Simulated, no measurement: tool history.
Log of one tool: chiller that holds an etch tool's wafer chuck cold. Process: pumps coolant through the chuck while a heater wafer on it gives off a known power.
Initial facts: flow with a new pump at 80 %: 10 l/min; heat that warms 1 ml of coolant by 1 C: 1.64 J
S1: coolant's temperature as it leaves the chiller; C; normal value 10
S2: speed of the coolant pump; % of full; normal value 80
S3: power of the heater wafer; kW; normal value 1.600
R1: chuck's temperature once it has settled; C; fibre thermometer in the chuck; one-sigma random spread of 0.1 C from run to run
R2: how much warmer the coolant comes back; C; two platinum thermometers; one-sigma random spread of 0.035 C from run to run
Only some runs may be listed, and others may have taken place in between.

run	hour	S1	S2	S3	R1	R2
1	0.0	10	80	1.600	32.2	5.93
2	96.8	10	61	1.600	38.2	7.77
3	253.2	10	79	1.600	32.3	6.00
4	410.7	10	79	1.600	32.5	6.03
5	631.5	10	80	1.600	32.4	5.96
6	782.7	10	80	1.600	32.6	5.96
7	994.4	10	80	1.600	32.7	5.93
8	1196.2	10	80	1.600	32.8	5.97
9	1321.0	10	80	1.600	32.8	6.01
10	1539.9	10	80	1.600	32.8	5.99
11	1700.1	10	80	1.600	33.2	5.99
12	1893.0	10	63	1.600	38.4	7.63
13	2113.1	10	63	1.600	38.9	7.62
14	2294.0	10	63	1.600	39.0	7.67
15	2386.7	10	63	1.600	39.0	7.72
16	2585.0	10	63	1.600	39.2	7.72
17	2799.0	5	63	0.921	22.1	4.42
18	2889.4	7	75	1.048	23.5	4.19
# hour 3030.9: chiller's thermometer calibrated
19	3077.1	7	75	1.048	23.6	4.19
20	3193.6	7	75	1.048	23.7	4.24
21	3372.6	9	90	1.048	23.1	3.58
22	3507.6	15	70	1.038	32.7	4.51
23	3679.9	5	80	1.600	29.3	6.09
24	3868.6	5	89	1.600	27.4	5.46
25	4070.0	10	83	1.305	29.5	4.77
26	4180.6	13	65	0.917	29.9	4.30
27	4354.6	13	65	0.917	30.2	4.22
# hour 4468.1: coolant changed, channels flushed
28	4481.5	13	65	0.917	27.7	4.29
29	4675.6	13	65	0.917	27.6	4.35
30	4785.0	13	62	1.600	39.7	7.86
31	5010.1	20	66	0.813	33.1	3.74

For some of the steps in R1 from one run to the next: how much would appear even if the tool had no hidden state, given the settings, what came in and random variation, and how much remains for the hidden state plus any gauge scatter that the measured result and the result without hidden state don't share?
Hidden state at play: heat passed by the chuck's channels, % of clean ones'; flow at a given pump speed, % of a new pump's; coolant's true temperature over the reading, C; drift of the gauge itself on chuck_c, C; drift of the gauge itself on warmer_back_c, C.
Run 16 -> 17: S1 10 -> 5, S3 1.600 -> 0.921. R1 -17.1 C: hidden state -1.6, all else -15.5.
Run 21 -> 22: S1 9 -> 15, S2 90 -> 70, S3 1.048 -> 1.038. R1 +9.6 C: hidden state +0.6, all else +9.0.
Run 22 -> 23: S1 15 -> 5, S2 70 -> 80, S3 1.038 -> 1.600. R1 -3.4 C: hidden state +1.2, all else -4.6.
Run 27 -> 28: coolant changed, channels flushed. R1 -2.5 C: hidden state -2.5, all else +0.0.
Run 29 -> 30: S2 65 -> 62, S3 0.917 -> 1.600. R1 +12.1 C: hidden state +0.7, all else +11.4.
